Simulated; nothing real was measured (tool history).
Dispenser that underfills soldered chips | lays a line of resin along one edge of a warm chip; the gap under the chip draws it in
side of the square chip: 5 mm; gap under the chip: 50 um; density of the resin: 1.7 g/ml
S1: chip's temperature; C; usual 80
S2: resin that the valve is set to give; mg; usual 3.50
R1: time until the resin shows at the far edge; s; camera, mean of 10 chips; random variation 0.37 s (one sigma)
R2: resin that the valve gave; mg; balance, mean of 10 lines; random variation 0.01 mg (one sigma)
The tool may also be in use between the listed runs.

run	day	S1	S2	R1	R2
1	0.000	80	3.50	22.0	3.38
2	0.308	80	3.50	32.3	3.37
# day 0.346: new syringe of resin
3	0.592	80	3.50	28.4	3.37
# day 0.738: new syringe of resin
4	0.833	80	3.50	24.1	3.35
# day 1.117: dispensing valve cleaned and set on the balance
5	1.117	85	3.50	27.4	3.50
# day 1.171: new syringe of resin
6	1.267	80	3.50	23.5	3.48
7	1.512	84	3.50	28.1	3.50
# day 1.558: new syringe of resin
8	1.712	67	3.50	38.7	3.50
9	1.838	67	3.50	45.7	3.48
# day 1.954: new syringe of resin
10	2.154	67	3.50	41.0	3.47
# day 2.338: new syringe of resin
11	2.467	80	3.50	25.2	3.47
12	2.638	80	3.50	30.7	3.46
# day 2.733: new syringe of resin
13	2.808	80	3.50	22.6	3.43
14	3.046	80	3.50	29.8	3.44
# day 3.129: new syringe of resin
15	3.338	77	3.50	30.0	3.43
# day 3.525: new syringe of resin
16	3.658	80	3.50	24.8	3.43
# day 3.917: new syringe of resin
17	3.917	80	3.50	20.8	3.42
18	4.146	80	3.50	28.2	3.39
# day 4.312: new syringe of resin
19	4.358	80	3.50	22.5	3.42
20	4.667	80	3.50	32.2	3.40
# day 4.708: new syringe of resin
21	4.900	77	4.35	28.5	4.21
22	5.046	83	3.91	29.4	3.78
# day 5.108: new syringe of resin
23	5.238	82	4.16	22.9	4.02
24	5.408	82	4.16	28.6	4.02
# day 5.504: new syringe of resin
25	5.704	82	4.16	25.0	3.99
# day 5.908: new syringe of resin
26	5.962	82	4.16	20.7	3.97
27	6.100	87	3.41	21.4	3.26
# day 6.304: new syringe of resin
28	6.408	69	3.13	36.0	2.99
# day 6.508: dispensing valve cleaned and set on the balance
29	6.667	80	3.69	31.4	3.70
# day 6.742: new syringe of resin
30	6.833	87	3.08	19.3	3.06
31	7.108	86	3.39	27.8	3.37
# day 7.142: new syringe of resin
32	7.392	86	3.37	24.1	3.37
# day 7.542: new syringe of resin
33	7.683	72	3.18	33.7	3.16
# day 7.938: new syringe of resin
34	7.992	72	3.18	30.0	3.16
35	8.288	80	3.70	31.2	3.65
# day 8.325: new syringe of resin
36	8.571	80	3.70	28.9	3.64

Some steps in R1 between neighbouring runs. How much of each would the tool show without its hidden state too (settings, what came in, random variation), and how much is left for the hidden state, with any gauge scatter that isn't in both results?
The hidden state here: resin's viscosity, % of fresh resin's; dose that the valve gives, % of what is set; true chip temperature over the reading, C; drift of the gauge itself on fill_s, %; drift of the gauge itself on given_mg, %.
Run 1 -> 2: no setting changed, nothing entered. R1 +10.3 s: hidden state +9.8, all else +0.5.
Run 10 -> 11: S1 67 -> 80, new syringe of resin. R1 -15.8 s: hidden state -5.5, all else -10.3.
Run 19 -> 20: no setting changed, nothing entered. R1 +9.7 s: hidden state +9.8, all else -0.1.
Run 27 -> 28: S1 87 -> 69, S2 3.41 -> 3.13, new syringe of resin. R1 +14.6 s: hidden state +0.5, all else +14.1.
Run 29 -> 30: S1 80 -> 87, S2 3.69 -> 3.08, new syringe of resin. R1 -12.1 s: hidden state -8.0, all else -4.1.
Run 34 -> 35: S1 72 -> 80, S2 3.18 -> 3.70. R1 +1.2 s: hidden state +8.7, all else -7.5.
